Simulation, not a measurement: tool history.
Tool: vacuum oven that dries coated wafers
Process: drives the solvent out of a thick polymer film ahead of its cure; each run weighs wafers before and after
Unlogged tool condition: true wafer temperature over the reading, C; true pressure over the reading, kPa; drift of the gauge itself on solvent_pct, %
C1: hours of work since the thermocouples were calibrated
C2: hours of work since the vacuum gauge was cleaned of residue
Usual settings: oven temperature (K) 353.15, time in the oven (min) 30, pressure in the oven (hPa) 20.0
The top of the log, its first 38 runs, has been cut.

run 39 hour=395.2 | oven_temperature_(K)=340.15 time_in_the_oven_(min)=29 pressure_in_the_oven_(hPa)=38.5 | C1=1022 C2=55 | solvent_left_in_the_film_(%)=7.56
run 40 hour=406.7 | oven_temperature_(K)=346.15 time_in_the_oven_(min)=22 pressure_in_the_oven_(hPa)=22.7 | C1=1031 C2=63 | solvent_left_in_the_film_(%)=5.70
run 41 hour=416.7 | oven_temperature_(K)=352.15 time_in_the_oven_(min)=21 pressure_in_the_oven_(hPa)=10.6 | C1=1038 C2=71 | solvent_left_in_the_film_(%)=3.08
run 42 hour=425.9 | oven_temperature_(K)=354.15 time_in_the_oven_(min)=29 pressure_in_the_oven_(hPa)=10.6 | C1=1045 C2=78 | solvent_left_in_the_film_(%)=1.27
run 43 hour=437.6 | oven_temperature_(K)=362.15 time_in_the_oven_(min)=32 pressure_in_the_oven_(hPa)=38.6 | C1=1054 C2=87 | solvent_left_in_the_film_(%)=1.15
run 44 hour=445.4 | oven_temperature_(K)=362.15 time_in_the_oven_(min)=32 pressure_in_the_oven_(hPa)=38.6 | C1=1060 C2=93 | solvent_left_in_the_film_(%)=1.19
run 45 hour=455.5 | oven_temperature_(K)=338.15 time_in_the_oven_(min)=31 pressure_in_the_oven_(hPa)=20.7 | C1=1068 C2=101 | solvent_left_in_the_film_(%)=7.13
run 46 hour=470.1 | oven_temperature_(K)=349.15 time_in_the_oven_(min)=36 pressure_in_the_oven_(hPa)=23.3 | C1=1079 C2=112 | solvent_left_in_the_film_(%)=2.21
run 47 hour=479.2 | oven_temperature_(K)=349.15 time_in_the_oven_(min)=36 pressure_in_the_oven_(hPa)=23.3 | C1=1086 C2=119 | solvent_left_in_the_film_(%)=2.22
run 48 hour=492.9 | oven_temperature_(K)=351.15 time_in_the_oven_(min)=30 pressure_in_the_oven_(hPa)=20.0 | C1=1097 C2=129 | solvent_left_in_the_film_(%)=2.17

Branching from run 48: 3 alternative next runs. What would each branch give?
run A hour=500.9 | oven_temperature_(K)=365.15 time_in_the_oven_(min)=30 pressure_in_the_oven_(hPa)=20.0 | C1=1103 C2=136 | solvent_left_in_the_film_(%)=?
run B hour=500.9 | oven_temperature_(K)=365.15 time_in_the_oven_(min)=42 pressure_in_the_oven_(hPa)=13.9 | C1=1103 C2=136 | solvent_left_in_the_film_(%)=?
run C hour=500.9 | oven_temperature_(K)=350.15 time_in_the_oven_(min)=25 pressure_in_the_oven_(hPa)=20.0 | C1=1103 C2=136 | solvent_left_in_the_film_(%)=?

run=A solvent_left_in_the_film_(%)=0.54
run=B solvent_left_in_the_film_(%)=0.37
run=C solvent_left_in_the_film_(%)=3.26
Without the tool's unlogged condition, the same runs would have read:
run=A solvent_left_in_the_film_(%)=0.57
run=B solvent_left_in_the_film_(%)=0.37
run=C solvent_left_in_the_film_(%)=3.62

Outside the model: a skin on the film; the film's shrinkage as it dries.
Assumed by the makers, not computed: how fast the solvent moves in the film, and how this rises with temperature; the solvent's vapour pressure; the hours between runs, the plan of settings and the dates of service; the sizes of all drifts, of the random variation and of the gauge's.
